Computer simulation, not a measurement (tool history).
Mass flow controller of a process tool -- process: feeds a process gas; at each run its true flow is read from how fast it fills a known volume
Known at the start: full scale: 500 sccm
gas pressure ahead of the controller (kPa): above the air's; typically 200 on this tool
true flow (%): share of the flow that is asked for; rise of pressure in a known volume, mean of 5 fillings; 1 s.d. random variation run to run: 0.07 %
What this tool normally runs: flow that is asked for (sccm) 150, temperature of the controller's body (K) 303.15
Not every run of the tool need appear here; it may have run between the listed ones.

run    hour  flow that is asked for (sccm)  gas pressure ahead of the controller (kPa)  temperature of the controller's body (K)  true flow (%)
  1     0.0                            150                                         200                                    303.15          99.21
  2   307.9                            150                                         200                                    303.15          99.24
  3   609.8                            150                                         200                                    303.15          99.20
  4   865.8                            150                                         200                                    303.15          99.09
  5  1189.1                            150                                         200                                    295.15          98.85
     1232.6  -- controller's zero set anew
  6  1668.4                            150                                         200                                    295.15          98.87
  7  1939.3                            150                                         200                                    303.15          99.18
     2160.8  -- controller's zero set anew, once more
  8  2332.3                            150                                         200                                    303.15          98.59
  9  2581.0                            106                                         149                                    296.15          98.26
 10  2958.0                            106                                         192                                    299.15          98.34
 11  3193.8                            106                                         192                                    299.15          98.38
 12  3664.9                            102                                         200                                    303.15          98.49

For run 13, what comes out?
 13  3968.8                            158                                         200                                    297.15              ?

Run 13 yielded true flow (%) 98.36.
Take away the tool's hidden state, keep the run-to-run variation as it was, and the same run would have given true flow (%) 98.94.
